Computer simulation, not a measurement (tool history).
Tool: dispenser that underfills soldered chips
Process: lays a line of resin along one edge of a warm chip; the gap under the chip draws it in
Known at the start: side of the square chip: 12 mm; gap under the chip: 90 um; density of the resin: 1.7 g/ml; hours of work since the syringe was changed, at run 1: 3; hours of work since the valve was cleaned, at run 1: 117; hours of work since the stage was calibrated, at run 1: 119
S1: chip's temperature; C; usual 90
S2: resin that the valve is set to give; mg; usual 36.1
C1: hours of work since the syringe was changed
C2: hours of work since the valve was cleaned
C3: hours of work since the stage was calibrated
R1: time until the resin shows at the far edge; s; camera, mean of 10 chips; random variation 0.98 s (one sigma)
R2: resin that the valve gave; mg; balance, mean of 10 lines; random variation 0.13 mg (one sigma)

run	day	S1	S2	C1	C2	C3	R1	R2
1	0	90	36.1	3	117	119	112.3	33.53
2	0.262	90	36.4	8	122	124	155.9	33.68
# day 0.421: new syringe of resin
3	0.492	90	36.4	1	126	128	101.5	33.57
4	0.7	90	36.4	5	130	132	131.8	33.49
5	0.871	90	36.4	8	133	135	162.5	33.48
# day 0.996: new syringe of resin
# day 1.092: dispensing valve cleaned and set on the balance
6	1.175	103	31.7	3	2	140	64.4	31.8
7	1.346	103	31.7	6	5	143	79.9	31.58
8	1.492	78	36.6	8	7	146	266.2	36.59
# day 1.621: new syringe of resin
9	1.688	78	36.6	1	11	149	165.3	36.35
10	1.925	90	33.4	6	15	153	128	32.98

Forecast each of these 3 alternatives for the next run:
A	2.1	100	39.9	9	19	157	?	?
B	2.1	87	33.4	9	19	157	?	?
C	2.1	104	31.3	9	19	157	?	?

run	R1	R2
A	105.1	39.77
B	186.8	33.11
C	92	30.85
Without the tool's hidden state the same runs would have given:
run	R1	R2
A	61.2	40.19
B	108.9	33.45
C	53.3	31.17
